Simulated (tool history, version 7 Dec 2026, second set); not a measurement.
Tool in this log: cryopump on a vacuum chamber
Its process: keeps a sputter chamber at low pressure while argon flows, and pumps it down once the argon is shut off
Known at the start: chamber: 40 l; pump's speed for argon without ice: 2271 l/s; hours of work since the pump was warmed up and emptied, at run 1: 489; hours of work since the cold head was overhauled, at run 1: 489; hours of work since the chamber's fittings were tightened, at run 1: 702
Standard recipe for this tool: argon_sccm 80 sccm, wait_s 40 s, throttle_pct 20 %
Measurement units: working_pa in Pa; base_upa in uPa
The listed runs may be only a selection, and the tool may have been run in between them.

run	hour	argon_sccm	wait_s	throttle_pct	hours of work since the pump was warmed up and emptied	hours of work since the cold head was overhauled	hours of work since the chamber's fittings were tightened	working_pa	base_upa
1	0	80	40	20	489	489	702	0.3103	1.03
2	29.2	49	40	20	501	501	714	0.19	0.99
3	67	49	40	20	517	517	729	0.1892	1.03
4	124.4	32	40	20	540	540	753	0.1231	1.04
5	182.4	80	40	20	564	564	777	0.3115	1.05
6	246.5	80	87	20	590	590	803	0.3101	0.64
7	289.7	80	149	20	608	608	821	0.3116	0.51
8	320.8	80	181	20	621	621	834	0.3105	0.46
9	366.6	80	181	20	640	640	853	0.311	0.46
10	422	80	181	20	663	663	875	0.3115	0.5
11	485.2	82	40	20	689	689	901	0.3214	1.04
12	551.4	82	40	20	716	716	929	0.3214	1.06
13	606.1	80	33	20	738	738	951	0.3134	1.17
14	668.1	80	33	20	764	764	977	0.316	1.21
15	716.2	80	274	20	784	784	996	0.3183	0.47
16	772.4	80	274	20	807	807	1020	0.318	0.49
17	831	80	274	20	831	831	1044	0.3187	0.48
18	884.3	80	274	20	853	853	1066	0.321	0.47
19	939.6	80	58	55	875	875	1088	0.1296	0.89
20	993.6	62	79	43	898	898	1110	0.123	0.77
21	1059.3	66	40	16	925	925	1137	0.3274	1.11
22	1110.6	36	222	16	946	946	1159	0.1768	0.53
23	1162.2	99	22	20	967	967	1180	0.399	1.73
24	1203.1	99	22	20	984	984	1197	0.3993	1.74
25	1269	149	40	30	1011	1011	1224	0.4162	1.2
26	1331.7	149	40	30	1037	1037	1249	0.4223	1.15
27	1388.1	149	40	30	1060	1060	1273	0.4235	1.17
28	1444.2	48	40	15	1083	1083	1296	0.2544	1.21
29	1472.6	96	40	20	1095	1095	1307	0.3909	1.2
30	1538.8	80	270	20	1122	1122	1335	0.328	0.56
31	1571.6	75	81	37	1135	1135	1348	0.1786	0.86
# hour 1609.7: pump warmed up, emptied and cooled again
32	1614.1	89	52	19	2	1151	1364	0.3506	0.87
33	1675.5	81	40	34	27	1176	1389	0.1789	1.02

Each row is a separate what-if for the run after 33, all from the same tool condition, not one after another. Results?
A	1708.4	80	40	25	41	1189	1402	?	?
B	1708.4	81	29	34	41	1189	1402	?	?
C	1708.4	93	53	15	41	1189	1402	?	?
D	1708.4	37	64	34	41	1189	1402	?	?
E	1708.4	81	59	29	41	1189	1402	?	?

run	working_pa	base_upa
A	0.241	1.07
B	0.1799	1.37
C	0.4673	0.89
D	0.0818	0.79
E	0.2086	0.8
Had the tool no hidden state, the same runs would have come out as:
run	working_pa	base_upa
A	0.239	0.87
B	0.178	1.16
C	0.465	0.68
D	0.0809	0.59
E	0.2066	0.6
